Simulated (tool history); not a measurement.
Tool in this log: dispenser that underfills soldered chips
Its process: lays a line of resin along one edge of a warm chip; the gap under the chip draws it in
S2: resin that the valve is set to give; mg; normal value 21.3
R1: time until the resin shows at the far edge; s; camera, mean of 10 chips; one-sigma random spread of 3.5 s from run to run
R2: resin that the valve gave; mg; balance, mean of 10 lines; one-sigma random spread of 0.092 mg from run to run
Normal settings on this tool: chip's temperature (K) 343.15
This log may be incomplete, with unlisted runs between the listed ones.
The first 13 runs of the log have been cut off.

-- day=5.342 new syringe of resin
run 14 day=5.550 | chip's_temperature_(K)=357.15 S2=21.3 | R1=250.7 R2=20.39
-- day=5.638 dispensing valve cleaned and set on the balance
-- day=5.800 new syringe of resin
run 15 day=6.000 | chip's_temperature_(K)=357.15 S2=21.3 | R1=263.9 R2=21.28
-- day=6.208 new syringe of resin
run 16 day=6.308 | chip's_temperature_(K)=331.15 S2=21.3 | R1=766.5 R2=21.11
-- day=6.638 new syringe of resin
run 17 day=6.712 | chip's_temperature_(K)=331.15 S2=25.5 | R1=745.9 R2=24.98
-- day=7.062 new syringe of resin
run 18 day=7.079 | chip's_temperature_(K)=329.15 S2=19.0 | R1=781.6 R2=18.61
-- day=7.492 new syringe of resin
run 19 day=7.562 | chip's_temperature_(K)=335.15 S2=27.5 | R1=602.4 R2=26.36
-- day=7.912 new syringe of resin
run 20 day=8.046 | chip's_temperature_(K)=328.15 S2=23.0 | R1=972.1 R2=22.07
-- day=8.179 dispensing valve cleaned and set on the balance
-- day=8.383 new syringe of resin
run 21 day=8.546 | chip's_temperature_(K)=331.15 S2=19.9 | R1=876.0 R2=19.66
-- day=8.788 new syringe of resin
run 22 day=9.038 | chip's_temperature_(K)=331.15 S2=22.0 | R1=999.1 R2=21.61
-- day=9.200 new syringe of resin
run 23 day=9.300 | chip's_temperature_(K)=333.15 S2=21.7 | R1=730.9 R2=21.31
-- day=9.612 new syringe of resin
run 24 day=9.650 | chip's_temperature_(K)=329.15 S2=21.7 | R1=813.0 R2=21.12
run 25 day=9.983 | chip's_temperature_(K)=329.15 S2=21.7 | R1=1281.1 R2=21.06
-- day=10.017 new syringe of resin
run 26 day=10.400 | chip's_temperature_(K)=329.15 S2=21.7 | R1=1306.6 R2=21.01
-- day=10.446 new syringe of resin
-- day=10.692 dispensing valve cleaned and set on the balance
run 27 day=10.708 | chip's_temperature_(K)=333.15 S2=24.2 | R1=871.6 R2=24.14
-- day=10.938 new syringe of resin
run 28 day=10.983 | chip's_temperature_(K)=333.15 S2=21.0 | R1=658.9 R2=20.97
-- day=11.346 new syringe of resin
run 29 day=11.346 | chip's_temperature_(K)=333.15 S2=21.0 | R1=615.5 R2=20.86
-- day=11.771 new syringe of resin
run 30 day=11.850 | chip's_temperature_(K)=329.15 S2=18.3 | R1=875.3 R2=18.06
run 31 day=12.125 | chip's_temperature_(K)=335.15 S2=19.1 | R1=946.1 R2=18.69
-- day=12.221 new syringe of resin
run 32 day=12.554 | chip's_temperature_(K)=334.15 S2=19.6 | R1=964.2 R2=19.26

Forecast each of these 3 alternatives for the next run:
-- day=12.658 new syringe of resin
run A day=13.004 | chip's_temperature_(K)=342.15 S2=19.6 | R1=? R2=?
-- day=12.658 new syringe of resin
run B day=13.004 | chip's_temperature_(K)=329.15 S2=22.0 | R1=? R2=?
-- day=12.658 new syringe of resin
run C day=13.004 | chip's_temperature_(K)=351.15 S2=21.3 | R1=? R2=?

run=A R1=668.8 R2=18.94
run=B R1=1254.8 R2=21.34
run=C R1=433.3 R2=20.55
Without the tool's unlogged condition, the same runs would have read:
run=A R1=365.6 R2=19.63
run=B R1=682.4 R2=22.13
run=C R1=238.6 R2=21.31
